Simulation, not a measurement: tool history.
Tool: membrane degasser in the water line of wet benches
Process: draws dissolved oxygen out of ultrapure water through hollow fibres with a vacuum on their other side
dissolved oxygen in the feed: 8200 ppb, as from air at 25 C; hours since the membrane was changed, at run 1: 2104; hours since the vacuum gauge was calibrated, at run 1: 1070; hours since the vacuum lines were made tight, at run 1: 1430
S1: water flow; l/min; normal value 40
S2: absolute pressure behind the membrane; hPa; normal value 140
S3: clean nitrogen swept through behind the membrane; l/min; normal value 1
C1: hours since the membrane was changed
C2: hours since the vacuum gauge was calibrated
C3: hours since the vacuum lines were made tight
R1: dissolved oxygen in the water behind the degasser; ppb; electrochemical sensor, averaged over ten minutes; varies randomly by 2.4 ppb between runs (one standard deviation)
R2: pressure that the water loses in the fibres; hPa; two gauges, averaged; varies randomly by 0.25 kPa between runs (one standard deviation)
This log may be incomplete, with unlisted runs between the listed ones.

Run 1, hour 0: usual settings; C1 2104; C2 1070; C3 1430. Result: R1 838.5 ppb, R2 652.8 hPa.
Run 2, hour 264.2: usual settings but S3 0.51 l/min; C1 2368; C2 1334; C3 1694. Result: R1 1309.6 ppb, R2 662.4 hPa.
Run 3, hour 513.4: usual settings but S3 0.51 l/min; C1 2618; C2 1583; C3 1943. Result: R1 1309.6 ppb, R2 665.5 hPa.
Run 4, hour 738: usual settings but S3 0.62 l/min; C1 2842; C2 1808; C3 2168. Result: R1 1168.3 ppb, R2 663.9 hPa.
Run 5, hour 873.1: usual settings but S3 0.62 l/min; C1 2977; C2 1943; C3 2303. Result: R1 1169.9 ppb, R2 661.8 hPa.
Run 6, hour 1082.8: usual settings but S3 0.62 l/min; C1 3187; C2 2152; C3 2513. Result: R1 1165.2 ppb, R2 665.5 hPa.
Run 7, hour 1271.2: usual settings but S1 31 l/min, S3 0.62 l/min; C1 3375; C2 2341; C3 2701. Result: R1 962.6 ppb, R2 518.6 hPa.
Run 8, hour 1475.9: usual settings but S2 180 hPa; C1 3580; C2 2545; C3 2906. Result: R1 1105.6 ppb, R2 664.8 hPa.
Run 9, hour 1625.5: usual settings; C1 3730; C2 2695; C3 3055. Result: R1 846.3 ppb, R2 665.2 hPa.
Run 10, hour 1875.3: usual settings; C1 3979; C2 2945; C3 3305. Result: R1 849.2 ppb, R2 670.6 hPa.
Run 11, hour 2080.6: usual settings; C1 4185; C2 3150; C3 3510. Result: R1 852 ppb, R2 671.9 hPa.
Run 12, hour 2350.1: usual settings but S1 30 l/min; C1 4454; C2 3420; C3 3780. Result: R1 662.7 ppb, R2 503.4 hPa.
At hour 2556.4: vacuum gauge calibrated.
Run 13, hour 2579: usual settings but S1 30 l/min; C1 4683; C2 23; C3 4008. Result: R1 670.3 ppb, R2 508.5 hPa.
Run 14, hour 2740.3: usual settings but S1 56 l/min; C1 4844; C2 184; C3 4170. Result: R1 1156.6 ppb, R2 941.7 hPa.
Run 15, hour 2975.4: usual settings but S1 56 l/min; C1 5079; C2 419; C3 4405. Result: R1 1169.2 ppb, R2 941.8 hPa.
Run 16, hour 3196.6: usual settings; C1 5300; C2 640; C3 4626. Result: R1 868.1 ppb, R2 670.7 hPa.
Run 17, hour 3342.4: usual settings; C1 5446; C2 786; C3 4772. Result: R1 866.9 ppb, R2 674.7 hPa.
Run 18, hour 3454.5: usual settings; C1 5558; C2 898; C3 4884. Result: R1 863 ppb, R2 680.4 hPa.
Run 19, hour 3683.5: usual settings but S1 39 l/min, S2 142 hPa, S3 1.95 l/min; C1 5787; C2 1127; C3 5113. Result: R1 525.1 ppb, R2 660.8 hPa.
Run 20, hour 3802.3: usual settings but S1 42 l/min, S2 229 hPa, S3 0.67 l/min; C1 5906; C2 1246; C3 5232. Result: R1 1915.4 ppb, R2 713 hPa.
Run 21, hour 3996.4: usual settings but S1 37 l/min, S2 167 hPa, S3 0.46 l/min; C1 6100; C2 1440; C3 5426. Result: R1 1643 ppb, R2 631 hPa.
At hour 4146.7: vacuum gauge calibrated, once more.
Run 22, hour 4265: usual settings but S1 39 l/min, S2 90 hPa, S3 1.14 l/min; C1 6368; C2 118; C3 5694. Result: R1 437.2 ppb, R2 664.9 hPa.
Run 23, hour 4468.2: usual settings but S1 36 l/min, S2 106 hPa, S3 1.16 l/min; C1 6571; C2 321; C3 5897. Result: R1 494.2 ppb, R2 613 hPa.
Run 24, hour 4668.9: usual settings but S1 36 l/min, S2 94 hPa, S3 0.49 l/min; C1 6772; C2 522; C3 6098. Result: R1 768.5 ppb, R2 614 hPa.
Run 25, hour 4785.8: usual settings but S1 57 l/min, S2 94 hPa, S3 0.49 l/min; C1 6889; C2 639; C3 6215. Result: R1 1107.3 ppb, R2 978 hPa.
Run 26, hour 4907: usual settings but S1 57 l/min, S2 94 hPa, S3 0.49 l/min; C1 7010; C2 760; C3 6336. Result: R1 1111.9 ppb, R2 975.2 hPa.
Run 27, hour 5117.6: usual settings but S1 36 l/min, S2 337 hPa, S3 0.99 l/min; C1 7221; C2 971; C3 6546. Result: R1 1875.1 ppb, R2 617 hPa.
Run 28, hour 5233.6: usual settings but S1 26 l/min, S2 222 hPa, S3 2.98 l/min; C1 7337; C2 1087; C3 6662. Result: R1 389.2 ppb, R2 450.4 hPa.
Run 29, hour 5459.7: usual settings but S1 25 l/min, S2 143 hPa, S3 2.73 l/min; C1 7563; C2 1313; C3 6889. Result: R1 246.7 ppb, R2 430.7 hPa.
Run 30, hour 5601.4: usual settings but S1 25 l/min, S2 143 hPa, S3 2.73 l/min; C1 7705; C2 1455; C3 7030. Result: R1 246.9 ppb, R2 430.7 hPa.
At hour 5666.9: seals of the vacuum lines changed.
Run 31, hour 5734.6: usual settings but S1 25 l/min, S2 143 hPa, S3 2.73 l/min; C1 7836; C2 1586; C3 68. Result: R1 246.5 ppb, R2 431.7 hPa.
Run 32, hour 5999.6: usual settings but S1 35 l/min, S2 220 hPa, S3 0.45 l/min; C1 8101; C2 1851; C3 333. Result: R1 2048.6 ppb, R2 602.4 hPa.

Consider 3 possible next runs. They are alternatives, not a sequence: every one starts from the tool as it was left by run 32. What does each give?
Run A, hour 6135.2: usual settings but S1 51 l/min, S2 165 hPa, S3 2.17 l/min; C1 8236; C2 1987; C3 468. Result: R1 ?, R2 ?.
Run B, hour 6135.2: usual settings but S2 114 hPa, S3 1.46 l/min; C1 8236; C2 1987; C3 468. Result: R1 ?, R2 ?.
Run C, hour 6135.2: usual settings but S1 62 l/min, S2 136 hPa, S3 0.4 l/min; C1 8236; C2 1987; C3 468. Result: R1 ?, R2 ?.

run      R1      R2
  A   748.6   886.2
  B   516.7   691.4
  C  1943.8  1072.5
Without the tool's unlogged condition, the same runs would have read:
run      R1      R2
  A   715.8   832.3
  B   493.3   649.3
  C  1886.6  1007.2
